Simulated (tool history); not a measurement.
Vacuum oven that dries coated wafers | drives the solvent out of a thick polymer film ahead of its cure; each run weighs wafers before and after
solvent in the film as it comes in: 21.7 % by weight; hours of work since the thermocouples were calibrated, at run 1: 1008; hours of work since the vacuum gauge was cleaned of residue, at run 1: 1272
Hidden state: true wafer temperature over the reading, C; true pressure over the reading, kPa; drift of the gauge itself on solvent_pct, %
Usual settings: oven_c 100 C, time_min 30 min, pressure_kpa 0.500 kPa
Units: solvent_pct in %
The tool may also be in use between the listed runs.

| run | hour | oven_c | time_min | pressure_kpa | hours of work since the thermocouples were calibrated | hours of work since the vacuum gauge was cleaned of residue | solvent_pct |
|---|---|---|---|---|---|---|---|
| 1 | 0.0 | 100 | 30 | 0.500 | 1008 | 1272 | 4.98 |
| 2 | 61.1 | 100 | 30 | 0.500 | 1041 | 1306 | 5.01 |
| 3 | 118.7 | 100 | 30 | 0.500 | 1073 | 1337 | 5.05 |
| 4 | 165.5 | 100 | 30 | 0.500 | 1099 | 1363 | 5.21 |
| 5 | 204.1 | 100 | 30 | 0.500 | 1121 | 1385 | 5.23 |
| 6 | 264.4 | 100 | 30 | 0.500 | 1154 | 1418 | 5.27 |
| 7 | 333.2 | 100 | 30 | 0.500 | 1192 | 1456 | 5.18 |
| 8 | 369.9 | 100 | 26 | 0.500 | 1213 | 1477 | 6.14 |
| 9 | 410.9 | 100 | 26 | 0.500 | 1235 | 1499 | 6.14 |
| 10 | 478.0 | 100 | 26 | 0.500 | 1272 | 1537 | 6.20 |
| 11 | 537.9 | 100 | 30 | 0.500 | 1306 | 1570 | 5.34 |
| 12 | 601.9 | 100 | 30 | 0.500 | 1341 | 1605 | 5.28 |
| 13 | 675.5 | 100 | 30 | 0.500 | 1382 | 1646 | 5.35 |
| 14 | 711.3 | 100 | 30 | 0.500 | 1402 | 1666 | 5.42 |
| 15 | 748.3 | 108 | 30 | 0.500 | 1422 | 1686 | 2.64 |
| 16 | 826.1 | 108 | 24 | 0.500 | 1465 | 1729 | 3.81 |
| 17 | 883.5 | 108 | 24 | 0.500 | 1497 | 1761 | 3.89 |
| 18 | 942.7 | 108 | 24 | 0.500 | 1530 | 1794 | 3.96 |
| 19 | 1008.6 | 108 | 24 | 0.500 | 1566 | 1830 | 4.03 |
|  | 1019.4 | oven's thermocouples calibrated |
| 20 | 1052.9 | 108 | 24 | 1.598 | 19 | 1854 | 4.76 |
| 21 | 1101.3 | 108 | 24 | 1.598 | 45 | 1881 | 4.77 |
| 22 | 1154.5 | 100 | 15 | 0.500 | 75 | 1910 | 9.89 |
| 23 | 1205.1 | 100 | 15 | 0.990 | 103 | 1938 | 10.37 |
| 24 | 1279.8 | 90 | 31 | 0.294 | 144 | 1980 | 9.78 |
|  | 1319.5 | oven's thermocouples calibrated, once more |
| 25 | 1346.4 | 90 | 31 | 0.294 | 15 | 2015 | 8.25 |
| 26 | 1396.0 | 100 | 21 | 1.644 | 42 | 2043 | 7.45 |
| 27 | 1437.6 | 100 | 21 | 1.644 | 65 | 2066 | 7.66 |
| 28 | 1489.4 | 110 | 29 | 0.362 | 94 | 2095 | 1.81 |
| 29 | 1559.8 | 93 | 50 | 1.962 | 133 | 2134 | 5.82 |
| 30 | 1594.9 | 93 | 33 | 1.930 | 153 | 2153 | 7.89 |
| 31 | 1633.8 | 103 | 19 | 1.067 | 174 | 2175 | 6.62 |
| 32 | 1697.3 | 103 | 19 | 1.067 | 209 | 2210 | 6.67 |
| 33 | 1764.7 | 103 | 19 | 1.067 | 247 | 2247 | 6.75 |
| 34 | 1804.2 | 112 | 19 | 0.353 | 269 | 2269 | 3.13 |
| 35 | 1866.7 | 112 | 19 | 0.353 | 303 | 2304 | 3.24 |
| 36 | 1935.5 | 112 | 19 | 0.353 | 341 | 2342 | 3.38 |
| 37 | 1982.4 | 112 | 19 | 0.353 | 367 | 2368 | 3.20 |
| 38 | 2041.6 | 112 | 19 | 0.353 | 400 | 2401 | 3.30 |
| 39 | 2105.9 | 112 | 19 | 0.353 | 436 | 2436 | 3.30 |
| 40 | 2159.9 | 111 | 28 | 0.356 | 466 | 2466 | 1.84 |
| 41 | 2219.1 | 97 | 22 | 0.475 | 498 | 2499 | 8.13 |
| 42 | 2262.1 | 110 | 17 | 0.410 | 522 | 2523 | 4.77 |
| 43 | 2322.9 | 100 | 16 | 0.500 | 556 | 2556 | 9.06 |
| 44 | 2400.9 | 92 | 30 | 1.946 | 599 | 2600 | 9.35 |
| 45 | 2463.3 | 107 | 18 | 0.500 | 634 | 2634 | 5.66 |
| 46 | 2523.6 | 109 | 30 | 0.500 | 667 | 2668 | 2.34 |

Forecast each of these 5 alternatives for the next run:
| A | 2582.9 | 100 | 24 | 0.807 | 700 | 2701 | ? |
| B | 2582.9 | 107 | 40 | 0.588 | 700 | 2701 | ? |
| C | 2582.9 | 97 | 16 | 0.509 | 700 | 2701 | ? |
| D | 2582.9 | 97 | 25 | 0.479 | 700 | 2701 | ? |
| E | 2582.9 | 109 | 30 | 1.928 | 700 | 2701 | ? |

| run | solvent_pct |
|---|---|
| A | 6.84 |
| B | 1.85 |
| C | 10.24 |
| D | 7.75 |
| E | 3.14 |
Without the tool's hidden state the same runs would have given:
| run | solvent_pct |
|---|---|
| A | 5.63 |
| B | 1.09 |
| C | 9.15 |
| D | 6.49 |
| E | 2.29 |
